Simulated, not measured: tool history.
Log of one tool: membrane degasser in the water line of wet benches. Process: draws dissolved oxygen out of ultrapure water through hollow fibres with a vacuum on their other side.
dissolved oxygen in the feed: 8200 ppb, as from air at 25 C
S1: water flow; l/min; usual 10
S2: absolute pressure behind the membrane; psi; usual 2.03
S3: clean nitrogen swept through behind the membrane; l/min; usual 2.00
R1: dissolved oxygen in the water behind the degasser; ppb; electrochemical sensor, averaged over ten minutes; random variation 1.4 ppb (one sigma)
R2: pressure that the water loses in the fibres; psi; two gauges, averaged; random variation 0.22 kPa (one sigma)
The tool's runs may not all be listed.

run    hour  S1    S2    S3     R1      R2
  1     0.0  10  2.03  2.00  132.8   8.018
  2   173.6  10  2.03  2.00  134.3   8.035
  3   279.0  10  2.03  2.00  133.0   7.947
  4   448.3  10  2.03  2.00  133.3   8.012
  5   570.8  10  2.03  2.00  132.7   7.993
  6   689.8  10  2.03  2.00  134.0   7.934
  7   831.9  13  1.62  3.53   87.2  10.437
  8   928.5   7  4.19  2.15  206.3   5.564
  9  1111.5  16  2.03  2.00  245.6  12.684
 10  1247.7  16  2.41  0.91  538.7  12.737
 11  1397.3  16  2.41  0.91  548.0  12.707
 12  1521.7  16  2.41  0.91  549.0  12.814

5 ways to go on from here, each from the tool as it stands after run 12. What would each give?
  A  1696.0   7  2.03  2.17   ?   ?
  B  1696.0  13  2.07  1.84   ?   ?
  C  1696.0  13  4.02  4.23   ?   ?
  D  1696.0   8  1.36  0.94   ?   ?
  E  1696.0  10  2.10  1.30   ?   ?

run     R1      R2
  A   87.2   5.553
  B  200.9  10.311
  C  198.1  10.324
  D  124.7   6.376
  E  208.4   7.957
Without the tool's hidden state the same runs would have given:
run     R1      R2
  A   87.1   5.594
  B  200.6  10.385
  C  197.9  10.399
  D  124.4   6.422
  E  208.1   8.013

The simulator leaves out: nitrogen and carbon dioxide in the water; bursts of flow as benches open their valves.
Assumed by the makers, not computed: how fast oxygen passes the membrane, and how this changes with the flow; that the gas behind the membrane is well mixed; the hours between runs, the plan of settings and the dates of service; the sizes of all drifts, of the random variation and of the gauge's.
